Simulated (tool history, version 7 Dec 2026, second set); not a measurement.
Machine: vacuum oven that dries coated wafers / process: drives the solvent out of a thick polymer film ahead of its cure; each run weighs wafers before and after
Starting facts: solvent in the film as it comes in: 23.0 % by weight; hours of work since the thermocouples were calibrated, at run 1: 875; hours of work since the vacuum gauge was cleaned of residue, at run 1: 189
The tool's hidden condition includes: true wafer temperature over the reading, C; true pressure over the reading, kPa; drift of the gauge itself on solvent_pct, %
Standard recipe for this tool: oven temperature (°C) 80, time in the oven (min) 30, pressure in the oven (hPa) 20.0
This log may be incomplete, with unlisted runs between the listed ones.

run,hour,oven temperature (°C),time in the oven (min),pressure in the oven (hPa),hours of work since the thermocouples were calibrated,hours of work since the vacuum gauge was cleaned of residue,solvent left in the film (%)
1,0.0,80,30,20.0,875,189,1.60
2,11.1,80,30,20.0,884,198,1.61
3,24.4,80,30,20.0,893,207,1.61
4,39.0,80,30,20.0,904,218,1.60
5,51.2,80,30,20.0,913,227,1.58
6,60.7,80,30,11.1,920,234,1.25
7,69.3,80,30,11.1,927,241,1.26
8,78.5,80,30,11.1,933,248,1.25
9,92.9,80,30,20.0,944,258,1.57
10,101.7,80,39,20.0,951,265,1.14
11,110.9,80,39,20.0,958,272,1.10
12,128.3,80,30,33.6,970,284,2.11
13,142.2,80,30,33.6,981,295,2.12
14,156.8,80,30,33.6,992,306,2.09
15,166.4,80,30,33.6,999,313,2.13
16,181.5,93,30,20.0,1010,324,0.52
17,189.1,93,30,20.0,1016,330,0.51
18,204.7,93,30,20.0,1027,341,0.49
19,211.9,80,30,20.0,1032,346,1.55
20,220.0,71,30,20.0,1038,353,4.98
21,231.1,71,30,51.9,1047,361,6.47
22,244.0,80,45,20.0,1056,370,0.99
23,255.5,80,45,20.0,1065,379,0.95
24,263.2,80,45,20.0,1071,385,0.95
25,277.5,87,18,20.0,1081,395,1.31
26,285.5,80,18,12.9,1087,401,3.21
27,300.6,80,18,12.9,1098,412,3.25
28,307.8,90,29,20.0,1104,418,0.59
29,318.3,92,29,14.5,1111,425,0.39
30,326.3,92,29,14.5,1117,431,0.39
31,340.8,92,29,14.5,1128,442,0.37
32,355.2,80,22,74.1,1139,453,4.52
33,367.1,80,34,20.0,1148,462,1.31
34,376.0,80,34,20.0,1154,468,1.31
35,388.1,80,34,20.0,1163,477,1.28
36,399.2,80,44,20.0,1171,485,0.99
37,415.9,80,44,20.0,1184,498,1.00
38,425.9,76,30,68.8,1191,505,4.82
39,438.8,91,46,16.0,1201,515,0.44
40,455.9,91,46,39.4,1214,528,1.02
41,472.1,86,51,63.2,1225,539,2.01
42,486.2,80,37,78.3,1236,550,3.45
43,498.8,80,25,58.9,1245,559,3.49
44,511.4,80,21,55.5,1255,569,4.00

5 ways to go on from here, each from the tool as it stands after run 44. What would each give?
A,528.9,79,15,40.5,1268,582,?
B,528.9,78,22,56.3,1268,582,?
C,528.9,80,25,13.7,1268,582,?
D,528.9,83,30,20.0,1268,582,?
E,528.9,73,53,27.7,1268,582,?

run,solvent left in the film (%)
A,5.55
B,4.65
C,1.82
D,1.05
E,2.13
Without the tool's unlogged condition, the same runs would have read:
run,solvent left in the film (%)
A,6.25
B,5.26
C,2.21
D,1.22
E,2.45
